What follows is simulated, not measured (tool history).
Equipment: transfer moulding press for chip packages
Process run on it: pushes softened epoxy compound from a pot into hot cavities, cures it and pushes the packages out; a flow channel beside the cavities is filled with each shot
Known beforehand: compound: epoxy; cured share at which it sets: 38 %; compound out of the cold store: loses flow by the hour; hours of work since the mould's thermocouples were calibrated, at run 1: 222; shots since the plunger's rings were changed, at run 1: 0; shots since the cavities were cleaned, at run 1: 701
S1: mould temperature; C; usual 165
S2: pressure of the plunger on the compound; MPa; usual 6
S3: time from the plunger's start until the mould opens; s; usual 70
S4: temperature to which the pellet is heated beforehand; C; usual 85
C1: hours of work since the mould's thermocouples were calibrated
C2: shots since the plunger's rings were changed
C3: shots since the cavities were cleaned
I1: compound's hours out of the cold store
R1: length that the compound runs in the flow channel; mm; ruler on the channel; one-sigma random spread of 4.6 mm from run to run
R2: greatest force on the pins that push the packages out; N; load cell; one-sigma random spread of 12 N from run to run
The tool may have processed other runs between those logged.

| run | hour | S1 | S2 | S3 | S4 | C1 | C2 | C3 | I1 | R1 | R2 |
|---|---|---|---|---|---|---|---|---|---|---|---|
| 1 | 0 | 165 | 6 | 70 | 85 | 222 | 0 | 701 | 13.1 | 612 | 964 |
| 2 | 5.5 | 165 | 6 | 72 | 85 | 224 | 50 | 751 | 41.7 | 540 | 862 |
|  | 8.7 | cavities cleaned with cleaning compound and waxed |
| 3 | 13.8 | 165 | 6 | 72 | 85 | 227 | 112 | 47 | 33.2 | 560 | 594 |
| 4 | 24.8 | 165 | 6 | 70 | 81 | 232 | 211 | 146 | 24.5 | 578 | 760 |
| 5 | 38 | 165 | 6 | 70 | 81 | 237 | 330 | 265 | 42.4 | 542 | 775 |
| 6 | 47.1 | 165 | 6 | 70 | 81 | 241 | 412 | 347 | 21.8 | 583 | 875 |
| 7 | 60.5 | 165 | 6 | 70 | 85 | 247 | 533 | 468 | 34.7 | 559 | 862 |
| 8 | 71.1 | 165 | 6 | 70 | 85 | 251 | 629 | 564 | 14.5 | 592 | 969 |
| 9 | 83.6 | 165 | 6 | 70 | 85 | 256 | 742 | 677 | 16.4 | 590 | 952 |
| 10 | 90.4 | 165 | 6 | 70 | 85 | 259 | 803 | 738 | 28.7 | 560 | 938 |
|  | 94.2 | cavities cleaned with cleaning compound and waxed |
| 11 | 100.1 | 165 | 6.4 | 70 | 85 | 262 | 877 | 53 | 46.8 | 542 | 625 |
| 12 | 107.7 | 165 | 6 | 70 | 85 | 266 | 946 | 122 | 42.9 | 530 | 685 |
| 13 | 114.5 | 165 | 5.46 | 70 | 85 | 268 | 1007 | 183 | 12.6 | 559 | 809 |
| 14 | 127 | 165 | 5.46 | 70 | 85 | 274 | 1121 | 297 | 14.7 | 566 | 864 |
| 15 | 133.3 | 165 | 5.46 | 70 | 85 | 276 | 1177 | 353 | 18.7 | 554 | 880 |
| 16 | 145.6 | 165 | 6 | 54 | 85 | 281 | 1288 | 464 | 43.9 | 520 | 1684 |
| 17 | 154.1 | 165 | 6.51 | 70 | 88 | 285 | 1365 | 541 | 12.9 | 614 | 935 |
| 18 | 163.6 | 165 | 6.51 | 70 | 88 | 289 | 1450 | 626 | 17 | 606 | 934 |
| 19 | 172.9 | 157 | 7.3 | 70 | 85 | 293 | 1535 | 711 | 19.5 | 651 | 1739 |
|  | 180.2 | cavities cleaned with cleaning compound and waxed |
| 20 | 184.5 | 163 | 7.3 | 108 | 85 | 297 | 1626 | 39 | 44.7 | 579 | 436 |
| 21 | 192.7 | 163 | 7.3 | 108 | 85 | 300 | 1700 | 113 | 32.6 | 605 | 468 |
| 22 | 205.7 | 165 | 5.37 | 70 | 85 | 306 | 1817 | 230 | 19.6 | 541 | 763 |
| 23 | 211.5 | 164 | 4.61 | 70 | 85 | 308 | 1870 | 283 | 34.1 | 476 | 834 |
| 24 | 216.9 | 169 | 4.61 | 70 | 75 | 311 | 1919 | 332 | 28.8 | 476 | 688 |
| 25 | 228.7 | 164 | 5.95 | 70 | 85 | 316 | 2025 | 438 | 12 | 585 | 996 |
| 26 | 234.8 | 165 | 5.54 | 70 | 84 | 318 | 2081 | 494 | 8.3 | 573 | 968 |
| 27 | 241.4 | 165 | 5.54 | 70 | 84 | 321 | 2139 | 552 | 10.2 | 566 | 944 |

Forecast each of these 3 alternatives for the next run:
| A | 252.9 | 165 | 6 | 98 | 85 | 326 | 2243 | 656 | 32.3 | ? | ? |
| B | 252.9 | 165 | 4.96 | 101 | 78 | 326 | 2243 | 656 | 39.4 | ? | ? |
| C | 252.9 | 165 | 5.54 | 95 | 78 | 326 | 2243 | 656 | 45.6 | ? | ? |

| run | R1 | R2 |
|---|---|---|
| A | 532 | 627 |
| B | 479 | 641 |
| C | 494 | 622 |
With no hidden state in the tool, these same runs would have given:
| run | R1 | R2 |
|---|---|---|
| A | 554 | 414 |
| B | 498 | 425 |
| C | 514 | 411 |
